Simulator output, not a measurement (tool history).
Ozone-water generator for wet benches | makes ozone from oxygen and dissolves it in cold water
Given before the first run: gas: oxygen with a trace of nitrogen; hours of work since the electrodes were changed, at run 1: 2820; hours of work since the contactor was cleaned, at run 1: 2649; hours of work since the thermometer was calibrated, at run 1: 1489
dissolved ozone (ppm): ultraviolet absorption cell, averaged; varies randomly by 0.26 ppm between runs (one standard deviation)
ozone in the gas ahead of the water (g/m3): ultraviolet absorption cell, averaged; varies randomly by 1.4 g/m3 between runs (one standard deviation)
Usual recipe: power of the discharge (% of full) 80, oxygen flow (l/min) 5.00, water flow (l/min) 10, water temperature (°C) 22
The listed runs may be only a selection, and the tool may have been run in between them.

run,hour,power of the discharge (% of full),oxygen flow (l/min),water flow (l/min),water temperature (°C),hours of work since the electrodes were changed,hours of work since the contactor was cleaned,hours of work since the thermometer was calibrated,dissolved ozone (ppm),ozone in the gas ahead of the water (g/m3)
1,0.0,80,5.00,10,22,2820,2649,1489,37.0,256.7
2,167.1,80,5.00,7,22,2933,2763,1602,43.6,252.0
3,299.2,80,5.00,7,22,3023,2852,1692,43.3,253.6
4,449.8,99,5.00,10,22,3124,2954,1793,43.8,300.6
5,556.7,99,5.00,10,22,3197,3026,1866,43.6,297.0
6,709.1,80,5.00,10,22,3300,3129,1969,36.8,250.2
7,898.8,80,5.00,10,22,3428,3257,2097,36.7,251.8
8,1092.7,80,5.00,10,22,3559,3389,2228,36.5,252.3
9,1225.4,80,5.00,10,20,3649,3478,2318,37.9,251.9
10,1348.4,80,2.56,10,22,3732,3562,2401,42.5,390.7
11,1548.0,80,2.56,10,22,3867,3697,2536,42.4,389.5
12,1637.7,80,2.56,10,22,3928,3757,2597,42.6,392.7
13,1808.6,80,5.00,14,22,4044,3873,2713,30.4,248.6
14,1899.8,80,5.00,14,22,4105,3934,2774,30.0,249.3
# hour 1911.3: water thermometer calibrated
15,1994.9,80,5.00,14,22,4169,3999,57,30.2,247.3
16,2141.5,80,5.00,14,22,4268,4098,156,29.7,248.2
17,2274.1,80,4.32,10,22,4358,4187,245,37.6,273.6
18,2387.7,45,3.26,10,18,4435,4264,322,27.2,206.1
# hour 2535.4: water thermometer calibrated, once more
19,2575.0,80,5.00,11,22,4561,4391,27,34.4,248.7
20,2749.1,48,8.91,10,22,4679,4508,145,18.8,110.4
21,2888.9,48,8.91,10,15,4774,4603,239,22.5,109.3
22,3080.3,56,4.22,10,22,4903,4732,369,28.1,205.7
23,3235.5,56,4.22,7,16,5008,4837,474,37.7,207.3
# hour 3349.0: contactor cleaned
24,3435.1,62,4.29,10,28,5140,58,606,27.4,218.9
25,3539.8,62,4.29,10,23,5211,129,677,30.3,220.4
26,3711.3,62,4.29,10,23,5327,245,793,30.2,219.9
27,3916.6,62,4.29,10,23,5466,384,932,30.6,216.4
28,4114.7,62,4.29,10,23,5600,518,1066,30.6,219.8
29,4292.9,80,7.49,10,22,5721,638,1186,31.4,183.3
30,4469.2,80,5.00,10,19,5840,758,1305,38.0,244.4
31,4646.1,80,5.17,10,19,5959,877,1425,37.2,235.4
32,4848.0,80,5.17,10,19,6096,1014,1562,37.8,233.9

Run 33 comes next. What will it give?
33,4959.4,90,2.79,7,15,6171,1089,1637,?,?

dissolved ozone (ppm): 63.3
ozone in the gas ahead of the water (g/m3): 392.2
Take away the tool's hidden state, keep the run-to-run variation as it was, and the same run would have given dissolved ozone (ppm) 70.6, ozone in the gas ahead of the water (g/m3) 433.9.
